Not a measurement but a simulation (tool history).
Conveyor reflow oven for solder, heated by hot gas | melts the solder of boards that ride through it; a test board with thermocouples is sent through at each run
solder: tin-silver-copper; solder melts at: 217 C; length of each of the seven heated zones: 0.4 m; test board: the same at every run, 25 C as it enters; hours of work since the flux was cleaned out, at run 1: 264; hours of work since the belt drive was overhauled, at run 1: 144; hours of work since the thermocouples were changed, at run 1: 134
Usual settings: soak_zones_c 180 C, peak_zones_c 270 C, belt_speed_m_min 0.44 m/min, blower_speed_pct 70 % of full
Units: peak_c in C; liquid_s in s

| run | hour | soak_zones_c | peak_zones_c | belt_speed_m_min | blower_speed_pct | hours of work since the flux was cleaned out | hours of work since the belt drive was overhauled | hours of work since the thermocouples were changed | peak_c | liquid_s |
|---|---|---|---|---|---|---|---|---|---|---|
| 1 | 0.0 | 180 | 270 | 0.44 | 70 | 264 | 144 | 134 | 254.3 | 87.1 |
| 2 | 4.1 | 180 | 270 | 0.44 | 70 | 267 | 148 | 137 | 254.0 | 86.7 |
| 3 | 8.5 | 180 | 270 | 0.44 | 70 | 271 | 151 | 140 | 254.3 | 86.8 |
| 4 | 15.7 | 180 | 270 | 0.44 | 70 | 276 | 157 | 146 | 254.3 | 86.5 |
| 5 | 22.4 | 180 | 270 | 0.44 | 70 | 282 | 162 | 151 | 254.4 | 86.9 |
| 6 | 31.8 | 180 | 270 | 0.44 | 70 | 289 | 169 | 159 | 254.2 | 86.9 |
| 7 | 41.8 | 185 | 285 | 0.50 | 61 | 297 | 177 | 167 | 261.2 | 82.2 |
| 8 | 45.8 | 182 | 261 | 0.45 | 75 | 300 | 180 | 170 | 247.2 | 78.6 |
| 9 | 52.0 | 182 | 261 | 0.45 | 75 | 305 | 185 | 175 | 247.1 | 79.1 |
| 10 | 57.0 | 172 | 273 | 0.44 | 83 | 309 | 189 | 179 | 257.7 | 86.7 |

4 ways to go on from here, each from the tool as it stands after run 10. What would each give?
| A | 66.8 | 177 | 264 | 0.44 | 55 | 317 | 197 | 186 | ? | ? |
| B | 66.8 | 180 | 266 | 0.44 | 70 | 317 | 197 | 186 | ? | ? |
| C | 66.8 | 181 | 282 | 0.44 | 89 | 317 | 197 | 186 | ? | ? |
| D | 66.8 | 176 | 278 | 0.44 | 75 | 317 | 197 | 186 | ? | ? |

| run | peak_c | liquid_s |
|---|---|---|
| A | 245.1 | 74.4 |
| B | 250.5 | 83.1 |
| C | 268.1 | 98.3 |
| D | 261.2 | 90.7 |
Without the tool's hidden state the same runs would have given:
| run | peak_c | liquid_s |
|---|---|---|
| A | 246.4 | 76.4 |
| B | 251.9 | 84.7 |
| C | 269.6 | 99.1 |
| D | 262.8 | 92.0 |
